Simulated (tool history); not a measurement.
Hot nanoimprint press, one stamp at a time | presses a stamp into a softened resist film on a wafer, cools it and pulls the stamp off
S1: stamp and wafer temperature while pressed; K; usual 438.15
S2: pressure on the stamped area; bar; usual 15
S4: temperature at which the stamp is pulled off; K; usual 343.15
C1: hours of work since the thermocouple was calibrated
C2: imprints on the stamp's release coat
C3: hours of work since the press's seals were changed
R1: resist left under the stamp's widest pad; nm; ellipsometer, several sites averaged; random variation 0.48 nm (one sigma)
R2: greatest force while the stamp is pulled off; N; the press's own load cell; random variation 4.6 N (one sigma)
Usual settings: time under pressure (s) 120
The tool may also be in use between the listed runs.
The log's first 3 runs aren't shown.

{"run": 4, "hour": 184.1, "S1": 438.15, "S2": 9.9, "time under pressure (s)": 120, "S4": 343.15, "C1": 64, "C2": 1242, "C3": 298, "R1": 138.6, "R2": 342}
{"run": 5, "hour": 281.9, "S1": 438.15, "S2": 9.4, "time under pressure (s)": 120, "S4": 343.15, "C1": 108, "C2": 1477, "C3": 342, "R1": 143.8, "R2": 354}
{"run": 6, "hour": 323.8, "S1": 438.15, "S2": 9.4, "time under pressure (s)": 120, "S4": 343.15, "C1": 127, "C2": 1578, "C3": 361, "R1": 144.1, "R2": 367}
{"run": 7, "hour": 420.4, "S1": 438.15, "S2": 15, "time under pressure (s)": 160, "S4": 343.15, "C1": 171, "C2": 1811, "C3": 404, "R1": 102.9, "R2": 402}
{"hour": 481.6, "done": "stamp cleaned and given a new release coat"}
{"run": 8, "hour": 504.7, "S1": 438.15, "S2": 15, "time under pressure (s)": 160, "S4": 343.15, "C1": 206, "C2": 55, "C3": 440, "R1": 103.5, "R2": 227}
{"run": 9, "hour": 578.2, "S1": 438.15, "S2": 15, "time under pressure (s)": 105, "S4": 343.15, "C1": 239, "C2": 232, "C3": 473, "R1": 122.7, "R2": 250}
{"run": 10, "hour": 636.1, "S1": 438.15, "S2": 15, "time under pressure (s)": 182, "S4": 343.15, "C1": 265, "C2": 372, "C3": 499, "R1": 100.8, "R2": 266}
{"hour": 684.4, "done": "plate thermocouple calibrated"}
{"run": 11, "hour": 724.5, "S1": 438.15, "S2": 15, "time under pressure (s)": 182, "S4": 343.15, "C1": 18, "C2": 577, "C3": 537, "R1": 98, "R2": 274}
{"run": 12, "hour": 768.1, "S1": 438.15, "S2": 15, "time under pressure (s)": 182, "S4": 343.15, "C1": 38, "C2": 682, "C3": 557, "R1": 98.4, "R2": 280}
{"run": 13, "hour": 820.9, "S1": 438.15, "S2": 15, "time under pressure (s)": 182, "S4": 343.15, "C1": 62, "C2": 810, "C3": 581, "R1": 98, "R2": 306}
{"run": 14, "hour": 901.3, "S1": 438.15, "S2": 15, "time under pressure (s)": 182, "S4": 334.15, "C1": 98, "C2": 1003, "C3": 617, "R1": 99.7, "R2": 366}
{"hour": 924.3, "done": "press's hydraulic seals changed and the load cell set to zero"}
{"run": 15, "hour": 965.5, "S1": 438.15, "S2": 15, "time under pressure (s)": 120, "S4": 343.15, "C1": 123, "C2": 1138, "C3": 19, "R1": 112.7, "R2": 322}
{"run": 16, "hour": 1008.1, "S1": 438.15, "S2": 15, "time under pressure (s)": 120, "S4": 343.15, "C1": 142, "C2": 1241, "C3": 38, "R1": 113.3, "R2": 338}
{"run": 17, "hour": 1097.9, "S1": 438.15, "S2": 15, "time under pressure (s)": 120, "S4": 343.15, "C1": 183, "C2": 1457, "C3": 78, "R1": 115.2, "R2": 368}
{"run": 18, "hour": 1147.0, "S1": 449.15, "S2": 21.9, "time under pressure (s)": 120, "S4": 343.15, "C1": 205, "C2": 1575, "C3": 100, "R1": 57, "R2": 376}
{"run": 19, "hour": 1226.4, "S1": 433.15, "S2": 15, "time under pressure (s)": 120, "S4": 343.15, "C1": 241, "C2": 1766, "C3": 136, "R1": 146.1, "R2": 393}
{"run": 20, "hour": 1277.4, "S1": 433.15, "S2": 15, "time under pressure (s)": 120, "S4": 343.15, "C1": 264, "C2": 1889, "C3": 159, "R1": 147.3, "R2": 410}
{"hour": 1304.4, "done": "stamp cleaned and given a new release coat"}
{"hour": 1334.9, "done": "plate thermocouple calibrated"}
{"run": 21, "hour": 1358.7, "S1": 435.15, "S2": 15, "time under pressure (s)": 135, "S4": 335.15, "C1": 11, "C2": 123, "C3": 192, "R1": 119.8, "R2": 273}
{"run": 22, "hour": 1404.9, "S1": 438.15, "S2": 13.9, "time under pressure (s)": 174, "S4": 341.15, "C1": 32, "C2": 235, "C3": 213, "R1": 100.3, "R2": 256}
{"run": 23, "hour": 1483.3, "S1": 438.15, "S2": 12.1, "time under pressure (s)": 120, "S4": 336.15, "C1": 67, "C2": 423, "C3": 248, "R1": 124.3, "R2": 299}
{"run": 24, "hour": 1565.1, "S1": 429.15, "S2": 15.6, "time under pressure (s)": 120, "S4": 336.15, "C1": 104, "C2": 620, "C3": 285, "R1": 165, "R2": 299}
{"run": 25, "hour": 1620.1, "S1": 448.15, "S2": 15, "time under pressure (s)": 102, "S4": 343.15, "C1": 129, "C2": 753, "C3": 310, "R1": 77.6, "R2": 281}
{"run": 26, "hour": 1706.0, "S1": 445.15, "S2": 15, "time under pressure (s)": 115, "S4": 344.15, "C1": 167, "C2": 959, "C3": 348, "R1": 84.8, "R2": 302}

Forecast run 27:
{"run": 27, "hour": 1758.0, "S1": 442.15, "S2": 15, "time under pressure (s)": 120, "S4": 336.15, "C1": 191, "C2": 1084, "C3": 372, "R1": "?", "R2": "?"}

R1: 96.5 nm
R2: 359 N
Without the tool's hidden state the same run would have given R1 92 nm, R2 248 N.

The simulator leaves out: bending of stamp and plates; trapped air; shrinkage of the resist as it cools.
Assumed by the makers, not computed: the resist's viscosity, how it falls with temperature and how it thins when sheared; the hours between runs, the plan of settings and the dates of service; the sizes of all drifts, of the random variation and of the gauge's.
